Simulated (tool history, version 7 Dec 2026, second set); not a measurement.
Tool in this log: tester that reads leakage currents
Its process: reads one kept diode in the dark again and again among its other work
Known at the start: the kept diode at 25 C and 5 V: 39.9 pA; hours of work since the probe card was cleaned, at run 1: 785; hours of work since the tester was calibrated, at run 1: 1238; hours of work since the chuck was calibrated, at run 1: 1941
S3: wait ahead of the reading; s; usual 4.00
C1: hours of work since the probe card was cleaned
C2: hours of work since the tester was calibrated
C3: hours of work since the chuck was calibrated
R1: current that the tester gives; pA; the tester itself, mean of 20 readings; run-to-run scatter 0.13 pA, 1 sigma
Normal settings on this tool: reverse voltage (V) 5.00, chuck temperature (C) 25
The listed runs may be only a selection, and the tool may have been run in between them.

run 1 hour=0.0 | reverse_voltage_(V)=5.00 chuck_temperature_(C)=25 S3=4.00 | C1=785 C2=1238 C3=1941 | R1=39.65
run 2 hour=35.9 | reverse_voltage_(V)=12.65 chuck_temperature_(C)=25 S3=4.00 | C1=803 C2=1257 C3=1960 | R1=65.59
run 3 hour=61.0 | reverse_voltage_(V)=5.00 chuck_temperature_(C)=25 S3=4.00 | C1=816 C2=1270 C3=1973 | R1=40.01
run 4 hour=87.0 | reverse_voltage_(V)=5.00 chuck_temperature_(C)=25 S3=4.00 | C1=830 C2=1284 C3=1986 | R1=40.09
run 5 hour=118.2 | reverse_voltage_(V)=5.00 chuck_temperature_(C)=25 S3=4.00 | C1=846 C2=1300 C3=2003 | R1=40.03
run 6 hour=137.4 | reverse_voltage_(V)=5.00 chuck_temperature_(C)=25 S3=4.00 | C1=856 C2=1310 C3=2013 | R1=40.02
run 7 hour=164.1 | reverse_voltage_(V)=12.74 chuck_temperature_(C)=25 S3=4.00 | C1=870 C2=1324 C3=2026 | R1=66.55
run 8 hour=193.9 | reverse_voltage_(V)=12.74 chuck_temperature_(C)=25 S3=4.52 | C1=885 C2=1339 C3=2042 | R1=66.70
run 9 hour=221.3 | reverse_voltage_(V)=5.00 chuck_temperature_(C)=25 S3=0.37 | C1=900 C2=1353 C3=2056 | R1=44.15
run 10 hour=248.0 | reverse_voltage_(V)=14.45 chuck_temperature_(C)=25 S3=4.00 | C1=913 C2=1367 C3=2070 | R1=71.54
run 11 hour=265.1 | reverse_voltage_(V)=5.00 chuck_temperature_(C)=25 S3=4.00 | C1=922 C2=1376 C3=2079 | R1=40.24
run 12 hour=285.3 | reverse_voltage_(V)=5.00 chuck_temperature_(C)=25 S3=4.00 | C1=933 C2=1386 C3=2089 | R1=40.04
run 13 hour=310.8 | reverse_voltage_(V)=5.00 chuck_temperature_(C)=25 S3=4.00 | C1=946 C2=1400 C3=2103 | R1=40.06
run 14 hour=343.6 | reverse_voltage_(V)=5.00 chuck_temperature_(C)=25 S3=4.00 | C1=963 C2=1417 C3=2120 | R1=40.35
run 15 hour=363.5 | reverse_voltage_(V)=5.00 chuck_temperature_(C)=39 S3=4.00 | C1=973 C2=1427 C3=2130 | R1=106.80
run 16 hour=394.4 | reverse_voltage_(V)=5.00 chuck_temperature_(C)=25 S3=1.38 | C1=989 C2=1443 C3=2146 | R1=41.18
run 17 hour=425.0 | reverse_voltage_(V)=5.00 chuck_temperature_(C)=25 S3=1.38 | C1=1005 C2=1459 C3=2162 | R1=41.18
-- hour=450.5 chuck's temperature calibrated
run 18 hour=450.5 | reverse_voltage_(V)=5.00 chuck_temperature_(C)=25 S3=1.38 | C1=1018 C2=1471 C3=0 | R1=45.56
run 19 hour=486.5 | reverse_voltage_(V)=5.00 chuck_temperature_(C)=25 S3=1.38 | C1=1036 C2=1490 C3=19 | R1=45.40
run 20 hour=510.7 | reverse_voltage_(V)=5.00 chuck_temperature_(C)=57 S3=4.00 | C1=1049 C2=1502 C3=31 | R1=375.87
run 21 hour=527.6 | reverse_voltage_(V)=5.00 chuck_temperature_(C)=57 S3=4.00 | C1=1058 C2=1511 C3=40 | R1=377.58
run 22 hour=557.9 | reverse_voltage_(V)=1.27 chuck_temperature_(C)=56 S3=3.21 | C1=1073 C2=1527 C3=56 | R1=179.95
run 23 hour=594.7 | reverse_voltage_(V)=1.32 chuck_temperature_(C)=20 S3=3.89 | C1=1092 C2=1546 C3=75 | R1=15.46
run 24 hour=629.3 | reverse_voltage_(V)=2.37 chuck_temperature_(C)=30 S3=4.00 | C1=1110 C2=1564 C3=93 | R1=43.12
run 25 hour=665.7 | reverse_voltage_(V)=7.33 chuck_temperature_(C)=25 S3=7.69 | C1=1129 C2=1583 C3=112 | R1=54.50

What does the tool deliver on the next run?
run 26 hour=699.6 | reverse_voltage_(V)=7.33 chuck_temperature_(C)=35 S3=0.72 | C1=1147 C2=1600 C3=129 | R1=?

{"run 26": {"R1": 112.19}}
Were there no unlogged condition in the tool, this run, its random variation unchanged, would have produced R1 104.81 pA.
